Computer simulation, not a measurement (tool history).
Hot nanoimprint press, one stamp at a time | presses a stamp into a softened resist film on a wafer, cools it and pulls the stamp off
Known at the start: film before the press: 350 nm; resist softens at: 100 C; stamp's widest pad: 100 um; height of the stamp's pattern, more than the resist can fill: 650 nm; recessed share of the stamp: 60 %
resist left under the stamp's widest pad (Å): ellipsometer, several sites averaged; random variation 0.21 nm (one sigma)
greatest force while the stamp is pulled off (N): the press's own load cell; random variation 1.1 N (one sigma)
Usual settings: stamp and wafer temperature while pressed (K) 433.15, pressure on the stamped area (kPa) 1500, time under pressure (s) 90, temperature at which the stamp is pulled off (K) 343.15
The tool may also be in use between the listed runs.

run,day,stamp and wafer temperature while pressed (K),pressure on the stamped area (kPa),time under pressure (s),temperature at which the stamp is pulled off (K),resist left under the stamp's widest pad (Å),greatest force while the stamp is pulled off (N)
1,0,433.15,1500,90,343.15,2048,156
2,0.321,429.15,1500,90,343.15,2394,154
3,0.733,433.15,1500,176,343.15,1605,154
4,1.008,439.15,1500,90,343.15,1577,157
5,1.233,433.15,1500,90,343.15,2048,157
6,1.525,433.15,1500,90,343.15,2048,156
7,1.942,433.15,1500,90,343.15,2050,161
8,2.258,433.15,1500,90,343.15,2048,157
9,2.45,433.15,1500,90,343.15,2055,159
10,2.829,433.15,1500,90,343.15,2055,160
11,3.208,433.15,1500,90,343.15,2056,160
12,3.55,433.15,1500,90,329.15,2057,209
13,3.888,433.15,1500,90,343.15,2060,163
14,4.196,433.15,2010,90,343.15,1864,163
15,4.554,433.15,1500,90,343.15,2057,163
16,4.988,442.15,1270,81,330.15,1543,209
17,5.367,442.15,1270,81,330.15,1543,210
18,5.804,442.15,1270,81,330.15,1543,210
19,6.021,442.15,1270,81,330.15,1543,210
# day 6.438: stamp cleaned and given a new release coat
20,6.55,433.15,910,73,331.15,2523,177
# day 6.7: plate thermocouple calibrated
21,7.117,435.15,1700,99,349.15,1775,125
22,7.425,435.15,1700,126,332.15,1626,177
23,7.621,435.15,1700,126,332.15,1623,175
24,7.858,433.15,1500,90,347.15,2095,131
25,8.2,433.15,1110,90,333.15,2301,176
26,8.396,433.15,1110,90,333.15,2294,175
27,8.762,433.15,1500,160,343.15,1716,144
# day 9.179: plate thermocouple calibrated, once more
28,9.338,433.15,1500,160,343.15,1644,143
29,9.788,433.15,1500,172,343.15,1603,144
30,10.017,433.15,1500,172,343.15,1602,142

3 ways to go on from here, each from the tool as it stands after run 30. What would each give?
A,10.388,435.15,1500,123,343.15,?,?
B,10.388,433.15,1500,90,335.15,?,?
C,10.388,433.15,1500,86,343.15,?,?

run,resist left under the stamp's widest pad (Å),greatest force while the stamp is pulled off (N)
A,1661,146
B,2030,170
C,2056,145
Without the tool's hidden state the same runs would have given:
run,resist left under the stamp's widest pad (Å),greatest force while the stamp is pulled off (N)
A,1646,140
B,2014,163
C,2040,139

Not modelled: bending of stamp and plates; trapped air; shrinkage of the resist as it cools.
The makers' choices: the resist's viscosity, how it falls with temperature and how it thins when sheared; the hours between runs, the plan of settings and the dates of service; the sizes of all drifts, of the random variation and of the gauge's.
